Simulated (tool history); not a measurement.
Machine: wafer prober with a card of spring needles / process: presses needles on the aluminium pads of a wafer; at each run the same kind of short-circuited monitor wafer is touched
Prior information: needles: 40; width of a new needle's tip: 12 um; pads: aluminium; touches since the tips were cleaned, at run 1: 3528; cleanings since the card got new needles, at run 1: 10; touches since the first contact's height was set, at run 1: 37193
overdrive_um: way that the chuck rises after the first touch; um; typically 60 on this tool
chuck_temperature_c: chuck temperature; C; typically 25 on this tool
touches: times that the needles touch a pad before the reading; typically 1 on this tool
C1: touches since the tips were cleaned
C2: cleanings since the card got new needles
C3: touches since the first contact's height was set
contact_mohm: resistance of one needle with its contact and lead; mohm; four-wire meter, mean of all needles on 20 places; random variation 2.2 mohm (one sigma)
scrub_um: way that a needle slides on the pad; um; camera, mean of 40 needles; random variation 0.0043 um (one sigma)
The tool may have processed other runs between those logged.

run 1 hour=0 | overdrive_um=60 chuck_temperature_c=25 touches=1 | C1=3528 C2=10 C3=37193 | contact_mohm=368 scrub_um=10.832
-- hour=12.6 tips cleaned on abrasive film
-- hour=33.1 tips cleaned on abrasive film
-- hour=54.5 tips cleaned on abrasive film
run 2 hour=61.6 | overdrive_um=60 chuck_temperature_c=25 touches=2 | C1=3316 C2=13 C3=65785 | contact_mohm=318 scrub_um=10.817
-- hour=76.3 tips cleaned on abrasive film
-- hour=76.6 height of the first contact set anew
-- hour=99.1 tips cleaned on abrasive film
run 3 hour=103.8 | overdrive_um=60 chuck_temperature_c=25 touches=2 | C1=2175 C2=15 C3=12639 | contact_mohm=294 scrub_um=10.73
-- hour=121.2 tips cleaned on abrasive film
-- hour=143.6 tips cleaned on abrasive film
run 4 hour=143.9 | overdrive_um=60 chuck_temperature_c=25 touches=2 | C1=127 C2=17 C3=31233 | contact_mohm=265 scrub_um=10.696
-- hour=163.2 tips cleaned on abrasive film
run 5 hour=181.6 | overdrive_um=60 chuck_temperature_c=25 touches=1 | C1=8548 C2=18 C3=48763 | contact_mohm=437 scrub_um=10.697
-- hour=185.9 tips cleaned on abrasive film
-- hour=207 tips cleaned on abrasive film
-- hour=230.1 tips cleaned on abrasive film
-- hour=234 height of the first contact set anew
run 6 hour=240.5 | overdrive_um=60 chuck_temperature_c=25 touches=1 | C1=4681 C2=21 C3=3043 | contact_mohm=410 scrub_um=10.88
-- hour=249.8 tips cleaned on abrasive film
-- hour=270.8 tips cleaned on abrasive film
run 7 hour=270.8 | overdrive_um=60 chuck_temperature_c=25 touches=1 | C1=0 C2=23 C3=17072 | contact_mohm=262 scrub_um=10.859
-- hour=294.5 tips cleaned on abrasive film
-- hour=316.7 tips cleaned on abrasive film
run 8 hour=321.3 | overdrive_um=60 chuck_temperature_c=25 touches=1 | C1=2146 C2=25 C3=40558 | contact_mohm=347 scrub_um=10.838
-- hour=338.2 tips cleaned on abrasive film
run 9 hour=356.3 | overdrive_um=67 chuck_temperature_c=25 touches=1 | C1=8446 C2=26 C3=56821 | contact_mohm=410 scrub_um=12.105
-- hour=361.2 tips cleaned on abrasive film
-- hour=382.5 tips cleaned on abrasive film
-- hour=392.2 height of the first contact set anew
-- hour=396 height of the first contact set anew, once more
-- hour=403.7 tips cleaned on abrasive film
run 10 hour=419.2 | overdrive_um=60 chuck_temperature_c=25 touches=1 | C1=7195 C2=29 C3=10753 | contact_mohm=423 scrub_um=10.881
-- hour=424.1 tips cleaned on abrasive film
-- hour=444.6 tips cleaned on abrasive film
run 11 hour=450.8 | overdrive_um=60 chuck_temperature_c=25 touches=1 | C1=2908 C2=31 C3=25419 | contact_mohm=364 scrub_um=10.852
-- hour=467.5 tips cleaned on abrasive film
-- hour=490.6 tips cleaned on abrasive film
run 12 hour=492.2 | overdrive_um=55 chuck_temperature_c=43 touches=1 | C1=749 C2=33 C3=44633 | contact_mohm=305 scrub_um=9.918
-- hour=511.4 tips cleaned on abrasive film
-- hour=531.9 tips cleaned on abrasive film
run 13 hour=539.3 | overdrive_um=55 chuck_temperature_c=43 touches=1 | C1=3442 C2=35 C3=66467 | contact_mohm=392 scrub_um=9.912
-- hour=552.1 tips cleaned on abrasive film
-- hour=557.2 height of the first contact set anew
-- hour=574 tips cleaned on abrasive film
run 14 hour=575.7 | overdrive_um=59 chuck_temperature_c=25 touches=1 | C1=767 C2=37 C3=8565 | contact_mohm=292 scrub_um=10.694
-- hour=596.8 tips cleaned on abrasive film
-- hour=618.6 tips cleaned on abrasive film
-- hour=638.7 tips cleaned on abrasive film
run 15 hour=645.3 | overdrive_um=43 chuck_temperature_c=25 touches=1 | C1=3038 C2=40 C3=40872 | contact_mohm=425 scrub_um=7.756
-- hour=660.5 tips cleaned on abrasive film
-- hour=681.7 tips cleaned on abrasive film
run 16 hour=683.5 | overdrive_um=51 chuck_temperature_c=68 touches=1 | C1=846 C2=42 C3=58607 | contact_mohm=324 scrub_um=9.187
-- hour=703.3 tips cleaned on abrasive film
-- hour=716.6 height of the first contact set anew
-- hour=724.9 tips cleaned on abrasive film
-- hour=748.1 tips cleaned on abrasive film
run 17 hour=748.9 | overdrive_um=74 chuck_temperature_c=99 touches=1 | C1=353 C2=45 C3=14965 | contact_mohm=291 scrub_um=13.403
-- hour=769.8 tips cleaned on abrasive film
-- hour=791.9 tips cleaned on abrasive film
run 18 hour=798.2 | overdrive_um=74 chuck_temperature_c=99 touches=1 | C1=2943 C2=47 C3=37877 | contact_mohm=330 scrub_um=13.382
-- hour=815.2 tips cleaned on abrasive film
-- hour=837.3 tips cleaned on abrasive film
-- hour=858.8 tips cleaned on abrasive film
run 19 hour=858.8 | overdrive_um=57 chuck_temperature_c=99 touches=1 | C1=0 C2=50 C3=65999 | contact_mohm=288 scrub_um=10.266
-- hour=875.9 height of the first contact set anew
-- hour=880.8 tips cleaned on abrasive film
-- hour=902 tips cleaned on abrasive film
-- hour=923.8 tips cleaned on abrasive film
run 20 hour=923.8 | overdrive_um=46 chuck_temperature_c=30 touches=2 | C1=0 C2=53 C3=22214 | contact_mohm=269 scrub_um=8.313
-- hour=945.8 tips cleaned on abrasive film
-- hour=967.5 tips cleaned on abrasive film
-- hour=989.6 tips cleaned on abrasive film
run 21 hour=989.6 | overdrive_um=60 chuck_temperature_c=44 touches=1 | C1=0 C2=56 C3=52737 | contact_mohm=273 scrub_um=10.825
-- hour=1011.4 tips cleaned on abrasive film
run 22 hour=1022.6 | overdrive_um=66 chuck_temperature_c=43 touches=1 | C1=5217 C2=57 C3=68066 | contact_mohm=381 scrub_um=11.892

Consider 4 possible next runs. They are alternatives, not a sequence: every one starts from the tool as it was left by run 22. What does each give?
-- hour=1031.7 tips cleaned on abrasive film
-- hour=1036.4 height of the first contact set anew
-- hour=1055.4 tips cleaned on abrasive film
run A hour=1065.9 | overdrive_um=62 chuck_temperature_c=25 touches=1 | C1=4885 C2=59 C3=13704 | contact_mohm=? scrub_um=?
-- hour=1031.7 tips cleaned on abrasive film
-- hour=1036.4 height of the first contact set anew
-- hour=1055.4 tips cleaned on abrasive film
run B hour=1065.9 | overdrive_um=60 chuck_temperature_c=45 touches=2 | C1=4885 C2=59 C3=13704 | contact_mohm=? scrub_um=?
-- hour=1031.7 tips cleaned on abrasive film
-- hour=1036.4 height of the first contact set anew
-- hour=1055.4 tips cleaned on abrasive film
run C hour=1065.9 | overdrive_um=44 chuck_temperature_c=28 touches=1 | C1=4885 C2=59 C3=13704 | contact_mohm=? scrub_um=?
-- hour=1031.7 tips cleaned on abrasive film
-- hour=1036.4 height of the first contact set anew
-- hour=1055.4 tips cleaned on abrasive film
run D hour=1065.9 | overdrive_um=53 chuck_temperature_c=46 touches=1 | C1=4885 C2=59 C3=13704 | contact_mohm=? scrub_um=?

run=A contact_mohm=395 scrub_um=11.239
run=B contact_mohm=342 scrub_um=10.881
run=C contact_mohm=525 scrub_um=7.97
run=D contact_mohm=438 scrub_um=9.603
What these runs would have given with no unlogged condition in the tool:
run=A contact_mohm=249 scrub_um=11.248
run=B contact_mohm=254 scrub_um=10.889
run=C contact_mohm=262 scrub_um=7.979
run=D contact_mohm=257 scrub_um=9.611

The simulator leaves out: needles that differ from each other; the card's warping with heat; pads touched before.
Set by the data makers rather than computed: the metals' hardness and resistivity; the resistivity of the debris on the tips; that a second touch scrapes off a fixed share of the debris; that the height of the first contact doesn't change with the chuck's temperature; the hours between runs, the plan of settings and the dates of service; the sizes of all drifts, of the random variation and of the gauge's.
